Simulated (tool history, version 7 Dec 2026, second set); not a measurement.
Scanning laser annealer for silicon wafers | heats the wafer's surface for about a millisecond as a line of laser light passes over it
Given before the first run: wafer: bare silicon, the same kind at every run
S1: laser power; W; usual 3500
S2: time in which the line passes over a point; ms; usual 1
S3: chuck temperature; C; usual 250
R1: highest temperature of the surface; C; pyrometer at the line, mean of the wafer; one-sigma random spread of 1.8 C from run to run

{"run": 1, "hour": 0.0, "S1": 3500, "S2": 1, "S3": 250, "R1": 1016}
{"run": 2, "hour": 9.7, "S1": 3500, "S2": 1, "S3": 250, "R1": 1020}
{"run": 3, "hour": 17.7, "S1": 3500, "S2": 1, "S3": 250, "R1": 1018}
{"run": 4, "hour": 25.8, "S1": 3500, "S2": 1, "S3": 250, "R1": 1016}
{"run": 5, "hour": 32.7, "S1": 3500, "S2": 1, "S3": 250, "R1": 1016}
{"run": 6, "hour": 43.6, "S1": 3500, "S2": 1, "S3": 250, "R1": 1016}
{"hour": 54.5, "done": "window over the wafer cleaned"}
{"run": 7, "hour": 55.4, "S1": 3025, "S2": 1, "S3": 250, "R1": 910}
{"run": 8, "hour": 63.9, "S1": 3025, "S2": 1, "S3": 250, "R1": 911}
{"run": 9, "hour": 71.0, "S1": 3500, "S2": 1, "S3": 250, "R1": 1039}
{"run": 10, "hour": 76.7, "S1": 3500, "S2": 1, "S3": 250, "R1": 1037}
{"run": 11, "hour": 87.1, "S1": 3500, "S2": 1, "S3": 250, "R1": 1036}
{"run": 12, "hour": 94.7, "S1": 3500, "S2": 1, "S3": 250, "R1": 1042}
{"run": 13, "hour": 103.6, "S1": 3500, "S2": 1, "S3": 250, "R1": 1038}
{"run": 14, "hour": 115.4, "S1": 3137, "S2": 1, "S3": 250, "R1": 941}
{"run": 15, "hour": 127.6, "S1": 3137, "S2": 1, "S3": 250, "R1": 940}
{"run": 16, "hour": 134.5, "S1": 3297, "S2": 1, "S3": 264, "R1": 998}
{"run": 17, "hour": 143.7, "S1": 3294, "S2": 1.04, "S3": 254, "R1": 1003}
{"run": 18, "hour": 153.3, "S1": 3740, "S2": 1.21, "S3": 271, "R1": 1225}
{"run": 19, "hour": 165.6, "S1": 3500, "S2": 1.12, "S3": 237, "R1": 1076}
{"run": 20, "hour": 171.4, "S1": 3163, "S2": 0.76, "S3": 237, "R1": 828}
{"run": 21, "hour": 181.9, "S1": 3500, "S2": 1, "S3": 237, "R1": 1020}
{"run": 22, "hour": 194.2, "S1": 3536, "S2": 1, "S3": 215, "R1": 1010}
{"run": 23, "hour": 199.4, "S1": 3536, "S2": 1, "S3": 215, "R1": 1011}
{"run": 24, "hour": 211.1, "S1": 3536, "S2": 1, "S3": 215, "R1": 1010}
{"run": 25, "hour": 221.6, "S1": 3536, "S2": 1, "S3": 215, "R1": 1009}
{"run": 26, "hour": 231.8, "S1": 3831, "S2": 0.96, "S3": 251, "R1": 1107}
{"run": 27, "hour": 244.5, "S1": 3323, "S2": 1, "S3": 250, "R1": 989}
{"run": 28, "hour": 255.4, "S1": 3008, "S2": 1, "S3": 211, "R1": 864}
{"run": 29, "hour": 264.9, "S1": 3831, "S2": 1.2, "S3": 220, "R1": 1197}

What would each run have given without the hidden state, its run-to-run variation left as it was?
Hidden state present: light that passes the window, % of a clean one's; laser's true power over the reading, %; width of the line over the set one, %; drift of the gauge itself on peak_c, C.
run=1 R1=1045
run=2 R1=1049
run=3 R1=1048
run=4 R1=1046
run=5 R1=1047
run=6 R1=1047
run=7 R1=916
run=8 R1=918
run=9 R1=1047
run=10 R1=1045
run=11 R1=1044
run=12 R1=1051
run=13 R1=1047
run=14 R1=949
run=15 R1=948
run=16 R1=1007
run=17 R1=1012
run=18 R1=1237
run=19 R1=1087
run=20 R1=836
run=21 R1=1031
run=22 R1=1021
run=23 R1=1022
run=24 R1=1021
run=25 R1=1020
run=26 R1=1120
run=27 R1=1000
run=28 R1=874
run=29 R1=1213
